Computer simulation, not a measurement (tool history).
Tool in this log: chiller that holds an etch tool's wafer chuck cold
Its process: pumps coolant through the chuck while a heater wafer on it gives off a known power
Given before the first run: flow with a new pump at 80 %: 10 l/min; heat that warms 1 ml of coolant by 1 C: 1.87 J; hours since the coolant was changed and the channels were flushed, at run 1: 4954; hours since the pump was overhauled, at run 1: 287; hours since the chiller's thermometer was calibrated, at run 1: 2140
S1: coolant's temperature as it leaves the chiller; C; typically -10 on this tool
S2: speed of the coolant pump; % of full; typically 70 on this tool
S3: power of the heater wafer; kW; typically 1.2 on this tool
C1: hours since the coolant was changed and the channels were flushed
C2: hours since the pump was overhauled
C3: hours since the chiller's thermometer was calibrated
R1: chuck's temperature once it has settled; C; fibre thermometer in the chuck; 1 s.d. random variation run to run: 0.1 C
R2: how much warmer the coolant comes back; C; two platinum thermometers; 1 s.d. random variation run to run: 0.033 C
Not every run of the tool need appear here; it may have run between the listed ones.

Run 1, day 0: usual settings; C1 4954; C2 287; C3 2140. Result: R1 0.4 C, R2 4.46 C.
Run 2, day 1.9: usual settings; C1 5000; C2 332; C3 2186. Result: R1 0.3 C, R2 4.44 C.
Run 3, day 4.146: usual settings; C1 5053; C2 386; C3 2240. Result: R1 0.5 C, R2 4.5 C.
Run 4, day 6.158: usual settings; C1 5102; C2 434; C3 2288. Result: R1 0.4 C, R2 4.51 C.
Run 5, day 8.238: usual settings but S2 92 % of full; C1 5152; C2 484; C3 2338. Result: R1 -1.4 C, R2 3.28 C.
Run 6, day 9.546: usual settings; C1 5183; C2 516; C3 2370. Result: R1 0.4 C, R2 4.46 C.
Run 7, day 11.05: usual settings; C1 5219; C2 552; C3 2406. Result: R1 0.3 C, R2 4.48 C.
Run 8, day 12.375: usual settings but S2 99 % of full; C1 5251; C2 584; C3 2437. Result: R1 -2 C, R2 3.1 C.
Run 9, day 13.721: usual settings but S2 99 % of full; C1 5283; C2 616; C3 2470. Result: R1 -2 C, R2 3.12 C.
Run 10, day 15.292: usual settings but S3 1.268 kW; C1 5321; C2 654; C3 2507. Result: R1 0.9 C, R2 4.76 C.
Run 11, day 16.454: usual settings but S3 1.268 kW; C1 5349; C2 682; C3 2535. Result: R1 1 C, R2 4.77 C.
Run 12, day 18.175: usual settings but S3 1.268 kW; C1 5390; C2 723; C3 2577. Result: R1 1.1 C, R2 4.71 C.
Run 13, day 20.029: usual settings but S2 93 % of full; C1 5435; C2 767; C3 2621. Result: R1 -1.4 C, R2 3.29 C.
Run 14, day 21.075: usual settings; C1 5460; C2 792; C3 2646. Result: R1 0.6 C, R2 4.47 C.
Run 15, day 22.512: usual settings; C1 5494; C2 827; C3 2681. Result: R1 0.7 C, R2 4.51 C.
Run 16, day 24.896: usual settings; C1 5551; C2 884; C3 2738. Result: R1 0.4 C, R2 4.53 C.
Run 17, day 26.475: usual settings; C1 5589; C2 922; C3 2776. Result: R1 0.4 C, R2 4.5 C.
Run 18, day 27.962: usual settings but S1 -18 C, S2 75 % of full, S3 0.626 kW; C1 5625; C2 958; C3 2812. Result: R1 -12.6 C, R2 2.15 C.
Run 19, day 29.054: usual settings but S1 -18 C, S2 75 % of full, S3 0.626 kW; C1 5651; C2 984; C3 2838. Result: R1 -12.5 C, R2 2.19 C.
Run 20, day 30.508: usual settings but S2 76 % of full, S3 1.603 kW; C1 5686; C2 1019; C3 2873. Result: R1 3.2 C, R2 5.53 C.
Run 21, day 31.7: usual settings but S2 76 % of full, S3 1.603 kW; C1 5715; C2 1047; C3 2901. Result: R1 3.3 C, R2 5.49 C.
Run 22, day 33.817: usual settings but S2 89 % of full, S3 1.603 kW; C1 5766; C2 1098; C3 2952. Result: R1 1.8 C, R2 4.59 C.
Run 23, day 35.008: usual settings but S2 89 % of full, S3 1.603 kW; C1 5794; C2 1127; C3 2981. Result: R1 1.9 C, R2 4.67 C.
Run 24, day 36.833: usual settings but S1 -7 C, S2 66 % of full, S3 0.762 kW; C1 5838; C2 1171; C3 3024. Result: R1 0.1 C, R2 3.08 C.
Run 25, day 39.058: usual settings but S2 84 % of full, S3 1.631 kW; C1 5891; C2 1224; C3 3078. Result: R1 2.6 C, R2 5.07 C.
Run 26, day 41.421: usual settings but S2 84 % of full, S3 1.631 kW; C1 5948; C2 1281; C3 3135. Result: R1 2.9 C, R2 4.96 C.
Run 27, day 42.883: usual settings but S1 -16 C, S2 81 % of full, S3 0.613 kW; C1 5983; C2 1316; C3 3170. Result: R1 -11 C, R2 1.94 C.
Run 28, day 44: usual settings but S1 -6 C, S2 79 % of full, S3 1.043 kW; C1 6010; C2 1343; C3 3196. Result: R1 2.7 C, R2 3.44 C.
Run 29, day 45.362: usual settings but S1 -2 C, S2 98 % of full, S3 0.622 kW; C1 6043; C2 1375; C3 3229. Result: R1 2.4 C, R2 1.6 C.

Below, some changes in R1 between adjacent runs. For each, the amount present without the hidden state too (settings, incoming material, random variation) and the amount remaining for the hidden state with gauge scatter not shared by both compared results:
Hidden state present: heat passed by the chuck's channels, % of clean ones'; flow at a given pump speed, % of a new pump's; coolant's true temperature over the reading, C; drift of the gauge itself on chuck_c, C; drift of the gauge itself on warmer_back_c, C.
Run 19 -> 20: S1 -18 -> -10, S2 75 -> 76, S3 0.626 -> 1.603. R1 +15.7 C: hidden state +1, all else +14.7.
Run 26 -> 27: S1 -10 -> -16, S2 84 -> 81, S3 1.631 -> 0.613. R1 -13.9 C: hidden state -1.1, all else -12.8.
